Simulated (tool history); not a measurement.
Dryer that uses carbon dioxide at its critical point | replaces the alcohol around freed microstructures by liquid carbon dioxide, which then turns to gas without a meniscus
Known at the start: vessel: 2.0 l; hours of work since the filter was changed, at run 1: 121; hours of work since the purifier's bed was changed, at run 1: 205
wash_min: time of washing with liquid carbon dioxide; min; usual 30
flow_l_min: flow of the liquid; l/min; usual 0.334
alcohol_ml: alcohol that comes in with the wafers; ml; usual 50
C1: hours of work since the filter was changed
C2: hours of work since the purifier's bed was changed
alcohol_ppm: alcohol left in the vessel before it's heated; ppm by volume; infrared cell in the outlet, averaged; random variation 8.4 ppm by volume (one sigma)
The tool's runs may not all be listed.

{"run": 1, "hour": 0.0, "wash_min": 30, "flow_l_min": 0.334, "alcohol_ml": 50, "C1": 121, "C2": 205, "alcohol_ppm": 756}
{"run": 2, "hour": 23.3, "wash_min": 30, "flow_l_min": 0.334, "alcohol_ml": 50, "C1": 133, "C2": 216, "alcohol_ppm": 776}
{"run": 3, "hour": 46.7, "wash_min": 30, "flow_l_min": 0.334, "alcohol_ml": 49, "C1": 145, "C2": 228, "alcohol_ppm": 792}
{"run": 4, "hour": 63.1, "wash_min": 30, "flow_l_min": 0.334, "alcohol_ml": 49, "C1": 153, "C2": 236, "alcohol_ppm": 812}
{"run": 5, "hour": 85.9, "wash_min": 30, "flow_l_min": 0.394, "alcohol_ml": 50, "C1": 164, "C2": 248, "alcohol_ppm": 456}
{"run": 6, "hour": 111.3, "wash_min": 30, "flow_l_min": 0.394, "alcohol_ml": 50, "C1": 177, "C2": 260, "alcohol_ppm": 499}
{"run": 7, "hour": 142.0, "wash_min": 30, "flow_l_min": 0.334, "alcohol_ml": 53, "C1": 192, "C2": 276, "alcohol_ppm": 984}
{"hour": 165.4, "done": "inlet filter changed"}
{"run": 8, "hour": 172.1, "wash_min": 30, "flow_l_min": 0.349, "alcohol_ml": 50, "C1": 3, "C2": 290, "alcohol_ppm": 462}
{"run": 9, "hour": 199.9, "wash_min": 30, "flow_l_min": 0.349, "alcohol_ml": 50, "C1": 17, "C2": 304, "alcohol_ppm": 479}
{"run": 10, "hour": 227.2, "wash_min": 30, "flow_l_min": 0.349, "alcohol_ml": 50, "C1": 31, "C2": 318, "alcohol_ppm": 506}
{"run": 11, "hour": 241.3, "wash_min": 30, "flow_l_min": 0.222, "alcohol_ml": 50, "C1": 38, "C2": 325, "alcohol_ppm": 2011}
{"run": 12, "hour": 272.7, "wash_min": 30, "flow_l_min": 0.379, "alcohol_ml": 50, "C1": 54, "C2": 341, "alcohol_ppm": 428}
{"run": 13, "hour": 307.1, "wash_min": 30, "flow_l_min": 0.379, "alcohol_ml": 50, "C1": 71, "C2": 358, "alcohol_ppm": 428}
{"run": 14, "hour": 321.1, "wash_min": 30, "flow_l_min": 0.379, "alcohol_ml": 50, "C1": 78, "C2": 365, "alcohol_ppm": 472}
{"run": 15, "hour": 347.0, "wash_min": 30, "flow_l_min": 0.334, "alcohol_ml": 50, "C1": 91, "C2": 378, "alcohol_ppm": 729}
{"run": 16, "hour": 375.8, "wash_min": 30, "flow_l_min": 0.334, "alcohol_ml": 50, "C1": 105, "C2": 392, "alcohol_ppm": 750}
{"run": 17, "hour": 407.8, "wash_min": 30, "flow_l_min": 0.334, "alcohol_ml": 50, "C1": 121, "C2": 408, "alcohol_ppm": 789}
{"run": 18, "hour": 434.3, "wash_min": 27, "flow_l_min": 0.475, "alcohol_ml": 71, "C1": 134, "C2": 421, "alcohol_ppm": 466}
{"run": 19, "hour": 453.9, "wash_min": 30, "flow_l_min": 0.446, "alcohol_ml": 42, "C1": 144, "C2": 431, "alcohol_ppm": 299}
{"run": 20, "hour": 476.0, "wash_min": 30, "flow_l_min": 0.446, "alcohol_ml": 42, "C1": 155, "C2": 442, "alcohol_ppm": 307}
{"run": 21, "hour": 505.6, "wash_min": 39, "flow_l_min": 0.446, "alcohol_ml": 102, "C1": 170, "C2": 457, "alcohol_ppm": 263}
{"run": 22, "hour": 537.1, "wash_min": 39, "flow_l_min": 0.446, "alcohol_ml": 26, "C1": 186, "C2": 473, "alcohol_ppm": 178}
{"run": 23, "hour": 553.7, "wash_min": 39, "flow_l_min": 0.446, "alcohol_ml": 26, "C1": 194, "C2": 481, "alcohol_ppm": 190}
{"hour": 574.2, "done": "inlet filter changed"}
{"run": 24, "hour": 588.9, "wash_min": 47, "flow_l_min": 0.424, "alcohol_ml": 23, "C1": 7, "C2": 498, "alcohol_ppm": 181}
{"run": 25, "hour": 612.2, "wash_min": 47, "flow_l_min": 0.366, "alcohol_ml": 97, "C1": 19, "C2": 510, "alcohol_ppm": 212}
{"run": 26, "hour": 641.7, "wash_min": 30, "flow_l_min": 0.493, "alcohol_ml": 112, "C1": 34, "C2": 525, "alcohol_ppm": 330}
{"run": 27, "hour": 659.6, "wash_min": 28, "flow_l_min": 0.22, "alcohol_ml": 21, "C1": 43, "C2": 533, "alcohol_ppm": 1169}
{"run": 28, "hour": 693.0, "wash_min": 27, "flow_l_min": 0.417, "alcohol_ml": 21, "C1": 59, "C2": 550, "alcohol_ppm": 309}
{"run": 29, "hour": 715.2, "wash_min": 30, "flow_l_min": 0.345, "alcohol_ml": 26, "C1": 71, "C2": 561, "alcohol_ppm": 439}
{"run": 30, "hour": 745.5, "wash_min": 42, "flow_l_min": 0.566, "alcohol_ml": 74, "C1": 86, "C2": 576, "alcohol_ppm": 196}
{"run": 31, "hour": 759.8, "wash_min": 42, "flow_l_min": 0.566, "alcohol_ml": 74, "C1": 93, "C2": 584, "alcohol_ppm": 189}
{"run": 32, "hour": 783.0, "wash_min": 42, "flow_l_min": 0.566, "alcohol_ml": 74, "C1": 104, "C2": 595, "alcohol_ppm": 206}
{"run": 33, "hour": 812.7, "wash_min": 30, "flow_l_min": 0.334, "alcohol_ml": 39, "C1": 119, "C2": 610, "alcohol_ppm": 666}
{"run": 34, "hour": 832.4, "wash_min": 40, "flow_l_min": 0.259, "alcohol_ml": 75, "C1": 129, "C2": 620, "alcohol_ppm": 1132}

Hidden state or all else? Some run-to-run changes of alcohol_ppm, split into what the settings, what came in and random variation would give without the hidden state, and what is left for the hidden state (with any gauge scatter that isn't in both results):
The hidden state here: flow that reaches the vessel past the clogged filter, %; alcohol in the recycled carbon dioxide, ppm; drift of the gauge itself on alcohol_ppm, %.
Run 6 -> 7: flow_l_min 0.394 -> 0.334, alcohol_ml 50 -> 53. alcohol_ppm +485 ppm by volume: hidden state +210, all else +275.
Run 7 -> 8: flow_l_min 0.334 -> 0.349, alcohol_ml 53 -> 50, inlet filter changed. alcohol_ppm -522 ppm by volume: hidden state -405, all else -117.
Run 10 -> 11: flow_l_min 0.349 -> 0.222. alcohol_ppm +1505 ppm by volume: hidden state +109, all else +1396.
Run 11 -> 12: flow_l_min 0.222 -> 0.379. alcohol_ppm -1583 ppm by volume: hidden state -83, all else -1500.
Run 27 -> 28: wash_min 28 -> 27, flow_l_min 0.22 -> 0.417. alcohol_ppm -860 ppm by volume: hidden state -53, all else -807.
Run 33 -> 34: wash_min 30 -> 40, flow_l_min 0.334 -> 0.259, alcohol_ml 39 -> 75. alcohol_ppm +466 ppm by volume: hidden state +180, all else +286.
